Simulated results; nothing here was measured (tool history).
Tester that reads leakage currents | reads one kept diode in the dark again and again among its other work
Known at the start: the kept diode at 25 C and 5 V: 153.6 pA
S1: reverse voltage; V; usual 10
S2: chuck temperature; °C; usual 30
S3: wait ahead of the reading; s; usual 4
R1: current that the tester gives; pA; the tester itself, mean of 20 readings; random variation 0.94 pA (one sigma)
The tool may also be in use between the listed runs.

Run 1, hour 0: usual settings. Result: R1 307.36 pA.
Run 2, hour 30.1: usual settings but S3 2.87 s. Result: R1 305.96 pA.
Run 3, hour 65.7: usual settings but S3 0.63 s. Result: R1 309.24 pA.
Run 4, hour 117.6: usual settings but S2 28 °C. Result: R1 259.07 pA.
Run 5, hour 157: usual settings but S3 0.95 s. Result: R1 309.47 pA.
Run 6, hour 215.7: usual settings. Result: R1 306.67 pA.
Run 7, hour 254.4: usual settings but S1 7.4 V. Result: R1 270.98 pA.
Run 8, hour 286.4: usual settings but S1 7.4 V. Result: R1 270.45 pA.
Run 9, hour 319.1: usual settings but S1 7.4 V. Result: R1 270.61 pA.
Run 10, hour 346.9: usual settings but S1 7.4 V. Result: R1 269.42 pA.
Run 11, hour 379.4: usual settings. Result: R1 305.84 pA.
Run 12, hour 429.3: usual settings. Result: R1 303.51 pA.
Run 13, hour 465.8: usual settings. Result: R1 305.65 pA.
Run 14, hour 517: usual settings. Result: R1 305.08 pA.
Run 15, hour 569.4: usual settings. Result: R1 305.94 pA.
Run 16, hour 595.4: usual settings but S1 5.4 V. Result: R1 236.56 pA.
Run 17, hour 653.4: usual settings but S2 40 °C. Result: R1 685.05 pA.
Run 18, hour 712.6: usual settings but S1 2.8 V, S2 27 °C. Result: R1 135.18 pA.
Run 19, hour 755.7: usual settings but S1 1.8 V, S2 27 °C, S3 1.62 s. Result: R1 113.45 pA.
Run 20, hour 802.9: usual settings but S1 1.7 V, S2 25 °C, S3 2.62 s. Result: R1 102.83 pA.
Run 21, hour 833.4: usual settings but S1 1.7 V, S2 25 °C, S3 2.62 s. Result: R1 102.93 pA.
Run 22, hour 892.9: usual settings but S2 57 °C, S3 0.76 s. Result: R1 2587.35 pA.
Run 23, hour 950.3: usual settings but S2 57 °C, S3 0.76 s. Result: R1 2609.17 pA.
Run 24, hour 987.3: usual settings but S1 6.5 V, S2 55 °C, S3 2.11 s. Result: R1 1890.95 pA.
Run 25, hour 1028.2: usual settings but S1 13.1 V, S2 49 °C. Result: R1 1609.52 pA.
Run 26, hour 1080.3: usual settings but S1 1.1 V, S2 24 °C, S3 0.85 s. Result: R1 78.7 pA.
Run 27, hour 1135.3: usual settings but S1 1.1 V, S2 21 °C, S3 0.85 s. Result: R1 60.72 pA.
Run 28, hour 1194.2: usual settings but S3 0.84 s. Result: R1 322.34 pA.
Run 29, hour 1229.8: usual settings but S3 0.84 s. Result: R1 323.79 pA.

Not shown: 2 entries that the log had between the listed runs. Between which runs, and how does the tool's hidden state differ before and after?
Between runs 17 and 18: chuck's temperature calibrated (hour 660.9)
  stray current of the dirty probe card, pA a volt: 0.56 -> 0.575; current scale over the true one, %: 0.68 -> 0.69; true chuck temperature over the reading, C: -0.61 -> -1.01
  measured less the result without the state, R1: -23.52 -> -9.71 pA
Between runs 19 and 20: chuck's temperature calibrated, once more (hour 767.2)
  stray current of the dirty probe card, pA a volt: 0.587 -> 0.599; current scale over the true one, %: 0.7 -> 0.71; true chuck temperature over the reading, C: -1.03 -> 0.13
  measured less the result without the state, R1: -8.6 -> +2.87 pA

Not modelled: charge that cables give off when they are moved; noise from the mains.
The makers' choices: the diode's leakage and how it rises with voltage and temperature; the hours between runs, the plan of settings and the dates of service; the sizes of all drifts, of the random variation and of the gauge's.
